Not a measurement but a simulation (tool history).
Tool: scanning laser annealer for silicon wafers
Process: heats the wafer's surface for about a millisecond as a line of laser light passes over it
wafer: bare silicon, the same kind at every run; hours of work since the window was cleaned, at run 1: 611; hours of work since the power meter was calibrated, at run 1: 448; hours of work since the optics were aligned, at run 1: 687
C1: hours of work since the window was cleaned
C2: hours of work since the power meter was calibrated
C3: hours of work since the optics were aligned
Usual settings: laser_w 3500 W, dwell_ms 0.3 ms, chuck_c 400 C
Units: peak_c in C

Run 1, hour 0: usual settings; C1 611; C2 448; C3 687. Result: peak_c 1137 C.
Run 2, hour 92.5: usual settings; C1 666; C2 503; C3 742. Result: peak_c 1134 C.
Run 3, hour 179.1: usual settings; C1 717; C2 554; C3 794. Result: peak_c 1133 C.
Run 4, hour 241.4: usual settings; C1 755; C2 591; C3 831. Result: peak_c 1128 C.
Run 5, hour 333.6: usual settings; C1 810; C2 646; C3 886. Result: peak_c 1127 C.
Run 6, hour 401.4: usual settings; C1 850; C2 687; C3 927. Result: peak_c 1123 C.
At hour 435.7: window over the wafer cleaned.
Run 7, hour 503.1: usual settings but dwell_ms 0.285 ms; C1 40; C2 746; C3 986. Result: peak_c 1135 C.
Run 8, hour 569: usual settings; C1 79; C2 786; C3 1025. Result: peak_c 1161 C.
Run 9, hour 635.5: usual settings; C1 119; C2 825; C3 1065. Result: peak_c 1156 C.
Run 10, hour 688.2: usual settings; C1 151; C2 857; C3 1096. Result: peak_c 1157 C.
Run 11, hour 786.9: usual settings but laser_w 3770 W, dwell_ms 0.215 ms, chuck_c 361 C; C1 209; C2 915; C3 1155. Result: peak_c 1024 C.
Run 12, hour 861.5: usual settings but laser_w 3770 W, dwell_ms 0.215 ms, chuck_c 361 C; C1 254; C2 960; C3 1200. Result: peak_c 1020 C.
Run 13, hour 926.7: usual settings but laser_w 3464 W, dwell_ms 0.361 ms, chuck_c 386 C; C1 293; C2 999; C3 1238. Result: peak_c 1213 C.
Run 14, hour 979: usual settings but laser_w 3057 W, dwell_ms 0.313 ms, chuck_c 407 C; C1 324; C2 1030; C3 1270. Result: peak_c 1080 C.
Run 15, hour 1066.1: usual settings but laser_w 3057 W, dwell_ms 0.255 ms, chuck_c 425 C; C1 376; C2 1082; C3 1322. Result: peak_c 1021 C.
Run 16, hour 1126.3: usual settings but laser_w 3057 W, dwell_ms 0.255 ms, chuck_c 425 C; C1 412; C2 1118; C3 1358. Result: peak_c 1018 C.
Run 17, hour 1170.8: usual settings but laser_w 3572 W, dwell_ms 0.333 ms, chuck_c 365 C; C1 438; C2 1144; C3 1384. Result: peak_c 1171 C.

5 ways to go on from here, each from the tool as it stands after run 17. What would each give?
At hour 1248.4: optics aligned, line set to its width.
Run A, hour 1260: usual settings but laser_w 3683 W, chuck_c 381 C; C1 488; C2 1194; C3 7. Result: peak_c ?.
At hour 1248.4: optics aligned, line set to its width.
Run B, hour 1260: usual settings but laser_w 3800 W, dwell_ms 0.36 ms, chuck_c 405 C; C1 488; C2 1194; C3 7. Result: peak_c ?.
At hour 1248.4: optics aligned, line set to its width.
Run C, hour 1260: usual settings but laser_w 3572 W, dwell_ms 0.333 ms, chuck_c 366 C; C1 488; C2 1194; C3 7. Result: peak_c ?.
At hour 1248.4: optics aligned, line set to its width.
Run D, hour 1260: usual settings but laser_w 3352 W, dwell_ms 0.354 ms, chuck_c 382 C; C1 488; C2 1194; C3 7. Result: peak_c ?.
At hour 1248.4: optics aligned, line set to its width.
Run E, hour 1260: usual settings but laser_w 3836 W, dwell_ms 0.333 ms, chuck_c 374 C; C1 488; C2 1194; C3 7. Result: peak_c ?.

run  peak_c
  A    1163
  B    1306
  C    1173
  D    1172
  E    1238
Without the tool's hidden state the same runs would have given:
run  peak_c
  A    1177
  B    1323
  C    1188
  D    1187
  E    1254

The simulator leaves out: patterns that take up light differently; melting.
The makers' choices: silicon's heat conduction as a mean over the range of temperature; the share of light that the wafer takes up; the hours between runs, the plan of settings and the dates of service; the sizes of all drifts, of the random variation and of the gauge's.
